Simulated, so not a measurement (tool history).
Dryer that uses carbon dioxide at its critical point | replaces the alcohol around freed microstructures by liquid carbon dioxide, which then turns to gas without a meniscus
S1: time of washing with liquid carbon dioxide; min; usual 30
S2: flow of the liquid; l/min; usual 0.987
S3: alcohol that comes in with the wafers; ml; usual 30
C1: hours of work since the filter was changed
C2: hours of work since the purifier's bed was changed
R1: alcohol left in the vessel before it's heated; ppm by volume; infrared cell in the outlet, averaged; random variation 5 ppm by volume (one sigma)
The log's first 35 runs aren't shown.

{"run": 36, "hour": 1028.3, "S1": 20, "S2": 0.696, "S3": 35, "C1": 356, "C2": 533, "R1": 764}
{"run": 37, "hour": 1066.7, "S1": 36, "S2": 0.987, "S3": 77, "C1": 370, "C2": 547, "R1": 196}
{"run": 38, "hour": 1086.7, "S1": 36, "S2": 1.624, "S3": 56, "C1": 378, "C2": 555, "R1": 169}
{"run": 39, "hour": 1120.8, "S1": 36, "S2": 1.624, "S3": 56, "C1": 391, "C2": 568, "R1": 182}
{"run": 40, "hour": 1142.4, "S1": 30, "S2": 1.33, "S3": 97, "C1": 399, "C2": 576, "R1": 194}
{"run": 41, "hour": 1161.3, "S1": 30, "S2": 1.33, "S3": 97, "C1": 406, "C2": 583, "R1": 203}
{"run": 42, "hour": 1185.0, "S1": 19, "S2": 0.869, "S3": 32, "C1": 415, "C2": 592, "R1": 546}
{"run": 43, "hour": 1216.9, "S1": 30, "S2": 0.987, "S3": 42, "C1": 427, "C2": 604, "R1": 239}
{"run": 44, "hour": 1252.0, "S1": 26, "S2": 0.987, "S3": 85, "C1": 440, "C2": 617, "R1": 373}
{"run": 45, "hour": 1278.3, "S1": 32, "S2": 0.987, "S3": 85, "C1": 450, "C2": 627, "R1": 261}
{"run": 46, "hour": 1319.8, "S1": 32, "S2": 1.146, "S3": 27, "C1": 465, "C2": 642, "R1": 212}
{"run": 47, "hour": 1336.8, "S1": 25, "S2": 1.104, "S3": 35, "C1": 471, "C2": 648, "R1": 259}

3 ways to go on from here, each from the tool as it stands after run 47. What would each give?
{"run": "A", "hour": 1359.2, "S1": 25, "S2": 1.51, "S3": 35, "C1": 480, "C2": 657, "R1": "?"}
{"run": "B", "hour": 1359.2, "S1": 31, "S2": 0.987, "S3": 30, "C1": 480, "C2": 657, "R1": "?"}
{"run": "C", "hour": 1359.2, "S1": 25, "S2": 1.296, "S3": 65, "C1": 480, "C2": 657, "R1": "?"}

run=A R1=223
run=B R1=232
run=C R1=253
Without the tool's hidden state the same runs would have given:
run=A R1=15
run=B R1=17
run=C R1=32

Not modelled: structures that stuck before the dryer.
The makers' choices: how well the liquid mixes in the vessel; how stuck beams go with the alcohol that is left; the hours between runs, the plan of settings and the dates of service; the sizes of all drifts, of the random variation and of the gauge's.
